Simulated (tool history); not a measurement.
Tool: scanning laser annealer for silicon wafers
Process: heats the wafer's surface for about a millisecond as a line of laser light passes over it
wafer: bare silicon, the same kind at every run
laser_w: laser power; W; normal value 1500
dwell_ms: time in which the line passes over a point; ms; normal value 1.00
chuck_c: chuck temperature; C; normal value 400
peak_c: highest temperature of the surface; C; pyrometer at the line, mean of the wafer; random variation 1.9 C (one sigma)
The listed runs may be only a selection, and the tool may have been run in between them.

run	hour	laser_w	dwell_ms	chuck_c	peak_c
1	0.0	1500	1.00	400	1160
2	34.9	1500	1.00	400	1156
3	74.5	1500	1.00	400	1158
4	131.3	1500	1.00	400	1157
5	176.2	1500	1.00	400	1157
6	205.5	1500	1.00	400	1159
7	234.5	1500	0.72	400	1051
8	258.8	1515	1.00	400	1164
9	283.9	1515	1.00	400	1165
# hour 294.1: optics aligned, line set to its width
10	323.9	1515	1.00	400	1152
11	370.6	1515	1.00	400	1151
# hour 417.7: optics aligned, line set to its width, once more
12	429.0	1500	1.09	400	1189
13	456.5	1500	1.09	400	1186
14	489.3	1500	1.09	400	1187
15	532.5	1500	1.00	400	1159
16	557.5	1536	0.95	400	1159
17	604.3	1536	0.95	400	1161
18	650.2	1571	0.95	361	1141
19	691.1	1571	1.09	427	1255
20	742.9	1571	1.09	427	1250
21	787.0	1571	1.09	427	1249
22	843.1	1366	1.22	427	1147
23	882.5	1437	0.86	363	1018
24	922.0	1437	0.86	363	1013
25	954.7	1437	0.86	363	1016
26	982.7	1276	0.80	363	903
27	1021.6	1449	0.76	387	1009
# hour 1026.4: window over the wafer cleaned
28	1057.7	1449	0.76	387	1047
29	1097.1	1557	0.96	387	1184
30	1120.5	1584	0.96	387	1208

Consider 4 possible next runs. They are alternatives, not a sequence: every one starts from the tool as it was left by run 30. What does each give?
A	1145.6	1604	0.90	370	?
B	1145.6	1584	1.08	387	?
C	1145.6	1500	0.74	415	?
D	1145.6	1584	0.79	387	?

run	peak_c
A	1175
B	1249
C	1089
D	1136
With no hidden state in the tool, these same runs would have given:
run	peak_c
A	1192
B	1266
C	1103
D	1152

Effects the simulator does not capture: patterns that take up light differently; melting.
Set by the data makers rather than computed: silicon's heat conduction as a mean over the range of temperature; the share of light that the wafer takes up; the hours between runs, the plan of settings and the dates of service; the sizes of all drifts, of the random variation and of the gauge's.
